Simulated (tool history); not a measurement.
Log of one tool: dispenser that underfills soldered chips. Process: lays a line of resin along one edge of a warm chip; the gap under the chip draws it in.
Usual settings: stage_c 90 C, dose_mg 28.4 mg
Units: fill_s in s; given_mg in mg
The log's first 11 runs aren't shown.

Run 12, hour 44.9: usual settings. Result: fill_s 248.5 s, given_mg 28.01 mg.
At hour 47.5: new syringe of resin.
Run 13, hour 48.0: usual settings but dose_mg 27.5 mg. Result: fill_s 166.4 s, given_mg 27.19 mg.
Run 14, hour 52.1: usual settings but dose_mg 27.5 mg. Result: fill_s 198.9 s, given_mg 27.08 mg.
Run 15, hour 55.1: usual settings but dose_mg 27.5 mg. Result: fill_s 222.3 s, given_mg 27.34 mg.
Run 16, hour 60.2: usual settings but dose_mg 27.5 mg. Result: fill_s 264.1 s, given_mg 27.12 mg.
At hour 61.0: new syringe of resin.
Run 17, hour 66.0: usual settings. Result: fill_s 201.4 s, given_mg 27.80 mg.
Run 18, hour 68.9: usual settings. Result: fill_s 224.4 s, given_mg 27.44 mg.
At hour 74.4: new syringe of resin.
Run 19, hour 74.7: usual settings but stage_c 82 C, dose_mg 27.5 mg. Result: fill_s 250.1 s, given_mg 26.74 mg.
Run 20, hour 80.4: usual settings but stage_c 82 C, dose_mg 27.5 mg. Result: fill_s 311.4 s, given_mg 26.92 mg.
Run 21, hour 85.3: usual settings but stage_c 82 C, dose_mg 27.5 mg. Result: fill_s 371.4 s, given_mg 26.78 mg.
At hour 87.6: new syringe of resin.
Run 22, hour 90.5: usual settings but stage_c 99 C, dose_mg 33.0 mg. Result: fill_s 120.8 s, given_mg 32.16 mg.
Run 23, hour 96.1: usual settings but stage_c 99 C, dose_mg 33.0 mg. Result: fill_s 152.7 s, given_mg 32.02 mg.
At hour 100.9: new syringe of resin.
Run 24, hour 102.0: usual settings but stage_c 102 C, dose_mg 27.8 mg. Result: fill_s 103.6 s, given_mg 27.01 mg.
Run 25, hour 104.9: usual settings but stage_c 93 C, dose_mg 24.3 mg. Result: fill_s 178.7 s, given_mg 23.52 mg.
Run 26, hour 108.2: usual settings but stage_c 93 C, dose_mg 24.3 mg. Result: fill_s 199.4 s, given_mg 23.51 mg.
Run 27, hour 111.6: usual settings but stage_c 79 C, dose_mg 35.9 mg. Result: fill_s 419.6 s, given_mg 34.35 mg.
At hour 114.4: new syringe of resin.
Run 28, hour 117.3: usual settings but stage_c 104 C, dose_mg 30.2 mg. Result: fill_s 99.8 s, given_mg 29.21 mg.
Run 29, hour 121.5: usual settings but stage_c 104 C, dose_mg 30.2 mg. Result: fill_s 118.3 s, given_mg 29.12 mg.
At hour 127.6: new syringe of resin.
Run 30, hour 127.8: usual settings but stage_c 85 C, dose_mg 31.6 mg. Result: fill_s 216.7 s, given_mg 30.37 mg.
Run 31, hour 133.6: usual settings but stage_c 85 C, dose_mg 31.6 mg. Result: fill_s 271.1 s, given_mg 30.00 mg.
Run 32, hour 139.1: usual settings but stage_c 76 C, dose_mg 33.7 mg. Result: fill_s 519.4 s, given_mg 32.18 mg.
At hour 140.7: new syringe of resin.
Run 33, hour 142.2: usual settings but stage_c 104 C, dose_mg 26.2 mg. Result: fill_s 98.3 s, given_mg 24.94 mg.
Run 34, hour 145.3: usual settings but stage_c 104 C, dose_mg 26.2 mg. Result: fill_s 110.6 s, given_mg 24.92 mg.
Run 35, hour 151.0: usual settings but stage_c 92 C, dose_mg 34.2 mg. Result: fill_s 228.0 s, given_mg 32.22 mg.

Forecast each of these 3 alternatives for the next run:
At hour 153.9: new syringe of resin.
Run A, hour 154.9: usual settings but stage_c 97 C, dose_mg 35.9 mg. Result: fill_s ?, given_mg ?.
At hour 153.9: new syringe of resin.
Run B, hour 154.9: usual settings but stage_c 99 C, dose_mg 29.0 mg. Result: fill_s ?, given_mg ?.
At hour 153.9: new syringe of resin.
Run C, hour 154.9: usual settings but stage_c 82 C, dose_mg 27.8 mg. Result: fill_s ?, given_mg ?.

run  fill_s  given_mg
  A   124.6     34.30
  B   118.4     27.53
  C   257.6     26.42
Without the tool's hidden state the same runs would have given:
run  fill_s  given_mg
  A   119.1     36.28
  B   112.8     29.11
  C   244.6     27.95
